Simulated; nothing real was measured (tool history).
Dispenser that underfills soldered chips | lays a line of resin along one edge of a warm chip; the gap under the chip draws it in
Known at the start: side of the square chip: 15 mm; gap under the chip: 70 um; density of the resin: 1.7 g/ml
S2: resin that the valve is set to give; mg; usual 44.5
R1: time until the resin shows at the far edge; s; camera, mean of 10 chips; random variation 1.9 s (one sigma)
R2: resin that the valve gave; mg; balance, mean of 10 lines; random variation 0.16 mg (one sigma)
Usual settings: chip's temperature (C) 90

run 1 hour=0 | chip's_temperature_(C)=90 S2=44.5 | R1=200.9 R2=44.04
-- hour=4.5 new syringe of resin
run 2 hour=8.6 | chip's_temperature_(C)=90 S2=44.5 | R1=209.5 R2=44.13
-- hour=11.9 new syringe of resin
-- hour=19.8 new syringe of resin
run 3 hour=21.9 | chip's_temperature_(C)=90 S2=44.5 | R1=190.6 R2=43.28
-- hour=27.7 new syringe of resin
run 4 hour=30.3 | chip's_temperature_(C)=90 S2=44.5 | R1=193.3 R2=42.95
-- hour=35 new syringe of resin
-- hour=42.6 new syringe of resin
run 5 hour=45.9 | chip's_temperature_(C)=90 S2=50.4 | R1=197.7 R2=48.44
-- hour=50.3 new syringe of resin
run 6 hour=55.3 | chip's_temperature_(C)=90 S2=44.5 | R1=209.4 R2=42.58
-- hour=58 new syringe of resin
-- hour=65.9 new syringe of resin
run 7 hour=66.1 | chip's_temperature_(C)=90 S2=44.5 | R1=181.6 R2=42.57
-- hour=74.2 new syringe of resin
-- hour=81.9 new syringe of resin
run 8 hour=81.9 | chip's_temperature_(C)=90 S2=44.5 | R1=184.4 R2=42.2
-- hour=89.5 new syringe of resin
run 9 hour=93.2 | chip's_temperature_(C)=90 S2=47 | R1=204.5 R2=43.85
-- hour=97.2 new syringe of resin
-- hour=103.3 dispensing valve cleaned and set on the balance
-- hour=105.6 new syringe of resin
run 10 hour=109.1 | chip's_temperature_(C)=90 S2=53.7 | R1=194.6 R2=53.38
-- hour=113.3 new syringe of resin
run 11 hour=116.1 | chip's_temperature_(C)=90 S2=53.7 | R1=194 R2=53.04
-- hour=120.9 new syringe of resin
-- hour=128.7 new syringe of resin
run 12 hour=130.9 | chip's_temperature_(C)=90 S2=53.7 | R1=192.1 R2=52.55
-- hour=135.9 new syringe of resin
-- hour=144.4 new syringe of resin
run 13 hour=144.5 | chip's_temperature_(C)=90 S2=53.7 | R1=177.4 R2=52
-- hour=151.9 new syringe of resin
run 14 hour=155.1 | chip's_temperature_(C)=78 S2=52.4 | R1=330 R2=50.6
-- hour=159.4 new syringe of resin
run 15 hour=163.8 | chip's_temperature_(C)=78 S2=52.4 | R1=343.7 R2=50.31
-- hour=167 new syringe of resin
run 16 hour=173.5 | chip's_temperature_(C)=80 S2=44.5 | R1=330.7 R2=42.44
-- hour=174.6 new syringe of resin
-- hour=182.9 new syringe of resin
run 17 hour=186.6 | chip's_temperature_(C)=78 S2=41.6 | R1=340.7 R2=39.39
-- hour=191.1 new syringe of resin
run 18 hour=194.5 | chip's_temperature_(C)=88 S2=55.6 | R1=211.4 R2=52.06
-- hour=198.8 new syringe of resin
run 19 hour=204.2 | chip's_temperature_(C)=84 S2=41.9 | R1=275.3 R2=39.21
-- hour=207.2 new syringe of resin
-- hour=215.4 new syringe of resin
-- hour=217.9 dispensing valve cleaned and set on the balance
run 20 hour=220.5 | chip's_temperature_(C)=84 S2=41.9 | R1=258.9 R2=41.91
-- hour=224.6 new syringe of resin
run 21 hour=231.1 | chip's_temperature_(C)=84 S2=41.9 | R1=278.2 R2=41.45

Forecast run 22:
-- hour=232.2 new syringe of resin
-- hour=240.1 new syringe of resin
run 22 hour=243.9 | chip's_temperature_(C)=84 S2=41.9 | R1=? R2=?

R1: 256.6 s
R2: 41.1 mg
Without the tool's hidden state the same run would have given R1 247.3 s, R2 41.9 mg.

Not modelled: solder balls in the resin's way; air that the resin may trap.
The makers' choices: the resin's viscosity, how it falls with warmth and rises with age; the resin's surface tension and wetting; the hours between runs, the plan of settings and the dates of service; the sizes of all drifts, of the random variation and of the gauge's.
